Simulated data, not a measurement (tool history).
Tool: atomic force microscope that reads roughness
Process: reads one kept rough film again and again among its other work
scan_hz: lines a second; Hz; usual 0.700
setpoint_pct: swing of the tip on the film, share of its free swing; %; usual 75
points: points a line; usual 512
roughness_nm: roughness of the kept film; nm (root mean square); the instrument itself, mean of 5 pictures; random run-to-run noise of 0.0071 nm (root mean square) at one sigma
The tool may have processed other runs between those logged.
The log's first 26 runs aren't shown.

{"run": 27, "hour": 1586.1, "scan_hz": 0.7, "setpoint_pct": 73, "points": 512, "roughness_nm": 1.416}
{"run": 28, "hour": 1629.8, "scan_hz": 1.932, "setpoint_pct": 80, "points": 344, "roughness_nm": 1.299}
{"run": 29, "hour": 1689.1, "scan_hz": 0.7, "setpoint_pct": 75, "points": 901, "roughness_nm": 1.377}
{"hour": 1697.4, "done": "new tip fitted"}
{"run": 30, "hour": 1748.6, "scan_hz": 0.7, "setpoint_pct": 83, "points": 856, "roughness_nm": 1.417}
{"run": 31, "hour": 1821.7, "scan_hz": 0.7, "setpoint_pct": 75, "points": 956, "roughness_nm": 1.411}
{"hour": 1903.3, "done": "new tip fitted"}
{"run": 32, "hour": 1907.4, "scan_hz": 0.7, "setpoint_pct": 75, "points": 956, "roughness_nm": 1.475}
{"run": 33, "hour": 1968.0, "scan_hz": 1.903, "setpoint_pct": 75, "points": 512, "roughness_nm": 1.362}
{"run": 34, "hour": 2030.3, "scan_hz": 1.104, "setpoint_pct": 85, "points": 512, "roughness_nm": 1.335}
{"run": 35, "hour": 2093.9, "scan_hz": 0.502, "setpoint_pct": 55, "points": 512, "roughness_nm": 1.394}
{"hour": 2108.1, "done": "new tip fitted"}
{"run": 36, "hour": 2161.3, "scan_hz": 0.7, "setpoint_pct": 82, "points": 512, "roughness_nm": 1.415}
{"run": 37, "hour": 2198.9, "scan_hz": 2.034, "setpoint_pct": 75, "points": 512, "roughness_nm": 1.341}
{"run": 38, "hour": 2237.0, "scan_hz": 3.472, "setpoint_pct": 75, "points": 512, "roughness_nm": 1.26}
{"hour": 2307.4, "done": "new tip fitted"}
{"run": 39, "hour": 2307.4, "scan_hz": 3.226, "setpoint_pct": 75, "points": 405, "roughness_nm": 1.33}
{"run": 40, "hour": 2376.8, "scan_hz": 1.399, "setpoint_pct": 66, "points": 438, "roughness_nm": 1.411}
{"run": 41, "hour": 2450.7, "scan_hz": 1.399, "setpoint_pct": 66, "points": 438, "roughness_nm": 1.376}

The next listed run, before its measurement:
{"run": 42, "hour": 2499.5, "scan_hz": 0.598, "setpoint_pct": 73, "points": 609, "roughness_nm": "?"}

Run 42 gave roughness_nm 1.373 nm (root mean square).
The same run, on a tool lacking any hidden state, would have yielded roughness_nm 1.464 nm (root mean square).
